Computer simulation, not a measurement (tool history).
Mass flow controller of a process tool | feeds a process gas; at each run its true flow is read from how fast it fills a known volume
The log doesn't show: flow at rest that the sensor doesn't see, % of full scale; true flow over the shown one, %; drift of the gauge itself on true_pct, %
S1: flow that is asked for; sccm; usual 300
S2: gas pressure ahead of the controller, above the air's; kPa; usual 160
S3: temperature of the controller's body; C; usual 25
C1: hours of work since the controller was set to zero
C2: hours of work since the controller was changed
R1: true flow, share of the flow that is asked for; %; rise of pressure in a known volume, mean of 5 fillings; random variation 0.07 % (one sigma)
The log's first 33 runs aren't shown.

run,hour,S1,S2,S3,C1,C2,R1
34,12871.3,295,229,24,683,8239,96.67
35,13359.7,295,229,24,899,8454,96.6
36,13605.5,686,218,28,1007,8563,98.01
# hour 14036.6: gauge calibrated
37,14114.9,686,218,28,1232,8788,99.26
38,14446.2,938,189,28,1378,8934,99.96
39,14780.1,938,150,28,1525,9081,99.52
40,15052.8,754,236,29,1646,9201,99.47
41,15453.2,847,241,38,1822,9378,100.14
42,15985,300,197,25,2057,9613,97.69
43,16224.3,621,147,25,2162,9718,98.33
44,16603.8,324,160,30,2330,9886,97.73
45,16988.9,811,208,37,2500,10055,99.6
46,17331.2,107,268,25,2651,10206,97.24
47,17788.6,107,268,25,2853,10408,97.14

Forecast each of these 5 alternatives for the next run:
A,18291.8,217,160,26,3074,10630,?
B,18291.8,107,172,40,3074,10630,?
C,18291.8,409,268,27,3074,10630,?
D,18291.8,107,264,22,3074,10630,?
E,18291.8,146,146,28,3074,10630,?

run,R1
A,97.03
B,97.41
C,98.22
D,97.12
E,96.82
Without the tool's hidden state the same runs would have given:
run,R1
A,97.43
B,97.79
C,98.63
D,97.5
E,97.21

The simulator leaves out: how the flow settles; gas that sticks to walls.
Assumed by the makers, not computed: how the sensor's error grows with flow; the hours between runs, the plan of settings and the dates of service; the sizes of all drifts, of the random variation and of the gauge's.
